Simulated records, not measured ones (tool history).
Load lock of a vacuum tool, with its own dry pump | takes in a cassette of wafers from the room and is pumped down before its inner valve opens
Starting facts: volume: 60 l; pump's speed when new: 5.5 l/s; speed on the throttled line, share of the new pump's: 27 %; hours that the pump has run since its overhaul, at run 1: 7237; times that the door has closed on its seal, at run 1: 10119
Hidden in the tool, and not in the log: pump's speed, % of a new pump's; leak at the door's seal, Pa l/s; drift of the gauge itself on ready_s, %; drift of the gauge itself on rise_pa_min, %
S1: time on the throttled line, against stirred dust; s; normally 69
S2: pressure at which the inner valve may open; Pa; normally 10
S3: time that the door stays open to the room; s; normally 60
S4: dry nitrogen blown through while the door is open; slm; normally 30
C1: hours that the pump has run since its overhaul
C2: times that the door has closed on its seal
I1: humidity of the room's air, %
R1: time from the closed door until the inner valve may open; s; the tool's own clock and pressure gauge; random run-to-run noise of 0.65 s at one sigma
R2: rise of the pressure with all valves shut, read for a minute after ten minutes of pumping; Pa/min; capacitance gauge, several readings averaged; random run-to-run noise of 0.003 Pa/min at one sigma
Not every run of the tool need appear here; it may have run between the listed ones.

run,hour,S1,S2,S3,S4,C1,C2,I1,R1,R2
1,0,69,10,60,30,7237,10119,43.9,156.7,0.054
2,248.6,69,10,60,30,7485,10839,46.7,158.9,0.063
3,708.7,69,10,60,30,7946,12172,44.4,159.9,0.072
4,1244.1,69,10,60,30,8481,13723,42.8,159.4,0.083
5,1603.8,69,10,60,30,8841,14765,46.3,160.3,0.086
6,2057.4,69,10,60,4,9294,16079,43.5,161.5,0.126
7,2418.2,69,10,60,4,9655,17124,40.2,160.3,0.129
8,2860.7,69,10,60,4,10098,18406,44.8,161.6,0.14
9,3412.3,69,10,60,4,10649,20004,47.3,162.9,0.164
10,3657.5,69,10,60,4,10894,20715,43.4,163.5,0.163
11,4074.9,69,10,60,4,11312,21924,44.7,164.5,0.174
# hour 4269.7: dry pump taken out, an overhauled one fitted
12,4546.4,69,10,60,4,277,23272,44.7,153.7,0.181
13,4942.9,69,10,60,4,673,24421,47.1,153.9,0.196
14,5397.5,69,10,60,4,1128,25738,43.8,154.2,0.204
15,5839.4,69,10,60,4,1570,27018,45.4,154.4,0.222
16,6220,108,16,60,37,1950,28121,43.9,178.1,0.207
17,6657.4,108,16,60,37,2388,29388,45.6,177.6,0.214
18,7151.5,108,16,60,37,2882,30819,47,178.9,0.229
19,7565,108,16,60,37,3295,32017,46.8,178.7,0.253
20,7938.8,39,10,60,24,3669,33100,46.8,135.7,0.264
21,8396.9,69,13,60,31,4127,34427,43.1,154.5,0.274
22,8646.9,69,13,60,31,4377,35151,47,156.2,0.286
23,9044.7,57,15,51,33,4775,36304,45.5,145.8,0.304
24,9371.9,49,8,69,15,5102,37252,46.7,148,0.328
25,9812.4,83,10,60,7,5543,38528,44.6,169.1,0.342
26,10142.8,69,10,60,9,5873,39485,45.3,160.2,0.361
27,10548.1,69,10,60,9,6278,40659,45.7,160.6,0.377
28,11023.2,69,10,60,9,6754,42035,45.7,161.4,0.393
29,11528.7,85,8,39,17,7259,43500,42.9,176.5,0.399

Predict each of these 5 candidate next runs independently; none follows another, all start after run 29:
A,12070.1,77,10,52,30,7800,45068,46.4,?,?
B,12070.1,69,10,27,30,7800,45068,45,?,?
C,12070.1,69,14,60,5,7800,45068,44.5,?,?
D,12070.1,50,10,59,30,7800,45068,45.4,?,?
E,12070.1,85,7,39,17,7800,45068,47.3,?,?

run,R1,R2
A,166.5,0.419
B,162.4,0.416
C,157.5,0.442
D,148.6,0.419
E,178.2,0.426
With the hidden condition removed and each run's random variation left untouched, the same runs would have given:
run,R1,R2
A,156,0.016
B,151.7,0.005
C,147.3,0.036
D,137.2,0.014
E,167.3,0.02
